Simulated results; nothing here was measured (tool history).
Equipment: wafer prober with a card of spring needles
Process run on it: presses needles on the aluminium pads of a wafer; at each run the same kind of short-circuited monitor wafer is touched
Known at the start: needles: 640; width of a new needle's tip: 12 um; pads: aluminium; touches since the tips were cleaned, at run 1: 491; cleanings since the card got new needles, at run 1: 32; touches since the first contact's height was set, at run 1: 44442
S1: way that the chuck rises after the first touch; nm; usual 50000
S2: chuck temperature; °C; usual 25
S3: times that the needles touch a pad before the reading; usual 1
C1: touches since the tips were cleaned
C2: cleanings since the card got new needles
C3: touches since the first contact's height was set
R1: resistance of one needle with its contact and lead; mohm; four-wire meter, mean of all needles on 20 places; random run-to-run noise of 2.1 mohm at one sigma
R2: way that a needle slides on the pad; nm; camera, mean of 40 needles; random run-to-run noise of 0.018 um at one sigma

Run 1, hour 0.0: usual settings; C1 491; C2 32; C3 44442. Result: R1 265 mohm, R2 12590 nm.
At hour 11.1: tips cleaned on abrasive film.
At hour 25.7: tips cleaned on abrasive film.
At hour 40.4: tips cleaned on abrasive film.
At hour 52.7: tips cleaned on abrasive film.
Run 2, hour 52.7: usual settings; C1 0; C2 36; C3 71616. Result: R1 237 mohm, R2 12470 nm.
At hour 66.6: tips cleaned on abrasive film.
At hour 78.3: tips cleaned on abrasive film.
Run 3, hour 81.9: usual settings but S2 30 °C; C1 1832; C2 38; C3 86675. Result: R1 332 mohm, R2 12420 nm.
At hour 90.7: tips cleaned on abrasive film.
At hour 96.8: height of the first contact set anew.
At hour 105.6: tips cleaned on abrasive film.
At hour 120.3: tips cleaned on abrasive film.
At hour 132.0: tips cleaned on abrasive film.
Run 4, hour 137.0: usual settings but S2 79 °C; C1 2606; C2 42; C3 20735. Result: R1 344 mohm, R2 12620 nm.
At hour 145.6: tips cleaned on abrasive film, once more.
At hour 160.2: tips cleaned on abrasive film.
Run 5, hour 164.2: usual settings but S1 57000 nm; C1 2086; C2 44; C3 34773. Result: R1 311 mohm, R2 14370 nm.
At hour 173.1: tips cleaned on abrasive film.
At hour 184.8: tips cleaned on abrasive film.
At hour 199.2: tips cleaned on abrasive film.
Run 6, hour 205.5: usual settings but S1 57000 nm; C1 3296; C2 47; C3 56061. Result: R1 325 mohm, R2 14300 nm.
At hour 211.4: tips cleaned on abrasive film.
At hour 223.2: tips cleaned on abrasive film.
At hour 237.7: tips cleaned on abrasive film.
Run 7, hour 247.6: usual settings but S1 57000 nm; C1 5150; C2 50; C3 77788. Result: R1 334 mohm, R2 14210 nm.
At hour 250.6: tips cleaned on abrasive film.
At hour 262.4: tips cleaned on abrasive film.
At hour 277.0: tips cleaned on abrasive film.
At hour 279.8: height of the first contact set anew.
At hour 291.6: tips cleaned on abrasive film.
Run 8, hour 299.1: usual settings but S1 69000 nm, S2 55 °C; C1 3876; C2 54; C3 9939. Result: R1 296 mohm, R2 17540 nm.
At hour 304.3: tips cleaned on abrasive film.
At hour 319.0: tips cleaned on abrasive film.
At hour 332.9: tips cleaned on abrasive film.
Run 9, hour 333.9: usual settings but S1 69000 nm, S2 55 °C; C1 522; C2 57; C3 27899. Result: R1 252 mohm, R2 17480 nm.
At hour 345.3: tips cleaned on abrasive film.
At hour 359.3: tips cleaned on abrasive film.
At hour 373.7: tips cleaned on abrasive film.
Run 10, hour 375.9: usual settings but S1 69000 nm, S2 55 °C; C1 1160; C2 60; C3 49567. Result: R1 270 mohm, R2 17400 nm.

What will run 11 give?
At hour 387.7: tips cleaned on abrasive film.
At hour 402.4: tips cleaned on abrasive film.
At hour 414.6: tips cleaned on abrasive film.
Run 11, hour 414.6: usual settings but S1 69000 nm, S2 55 °C; C1 0; C2 63; C3 69531. Result: R1 ?, R2 ?.

R1: 237 mohm
R2: 17310 nm
Take away the tool's hidden state, keep the run-to-run variation as it was, and the same run would have given R1 228 mohm, R2 17510 nm.

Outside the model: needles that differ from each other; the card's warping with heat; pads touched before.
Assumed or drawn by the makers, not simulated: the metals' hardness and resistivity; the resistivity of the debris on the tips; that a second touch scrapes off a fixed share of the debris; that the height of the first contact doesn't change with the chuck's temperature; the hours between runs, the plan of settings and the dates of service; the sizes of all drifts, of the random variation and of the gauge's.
